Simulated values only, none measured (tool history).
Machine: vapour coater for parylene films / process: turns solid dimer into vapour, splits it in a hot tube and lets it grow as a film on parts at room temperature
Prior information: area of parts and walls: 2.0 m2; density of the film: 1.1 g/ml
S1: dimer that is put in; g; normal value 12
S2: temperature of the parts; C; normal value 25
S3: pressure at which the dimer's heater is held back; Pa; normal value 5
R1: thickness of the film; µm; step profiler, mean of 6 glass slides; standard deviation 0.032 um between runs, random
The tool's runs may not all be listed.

run,hour,S1,S2,S3,R1
1,0,12,25,5,2.82
2,31.7,12,25,5,2.85
3,53.6,12,25,5,2.8
4,92.7,12,25,5,2.79
5,134.4,12,25,5,2.79
6,180.6,12,25,5,2.8
7,230.1,12,25,6.89,2.66
8,270.2,12,25,6.89,2.7
9,312,12,25,4.41,2.79
# hour 327.9: trap's valve overhauled
10,364.8,12,25,4.41,3.07
11,393.8,12,25,5,3.09
12,422.3,12,25,5,3.05
13,457,8,25,5,2.08
14,505.9,8,25,5,2.04
15,548.5,8,25,5,1.98
16,593.7,8,25,5,2.02
17,623,8,25,5,2
18,653,8,25,5,1.99
19,680.6,12,25,5,3.01
20,715,12,25,5,3.01
21,749.4,12,25,5,2.99
22,784.7,12,25,5,2.96
23,813.8,12,25,5,2.95
24,840.7,12,25,5,2.94
25,882.2,12,25,5,2.91
26,923.4,12,25,5,2.91
27,970.4,9,25,5,2.19
28,995.6,6,20,5,1.78
29,1037.3,17,30,7.97,3.05
30,1075.4,7,27,5.06,1.58
31,1122.4,8,34,4.44,1.27

What does the tool deliver on the next run?
32,1155.9,6,19,4.16,?

{"run 32": {"R1": 1.96}}
With the hidden condition absent and the run-to-run variation left alone, this run would have shown R1 2.1 µm.
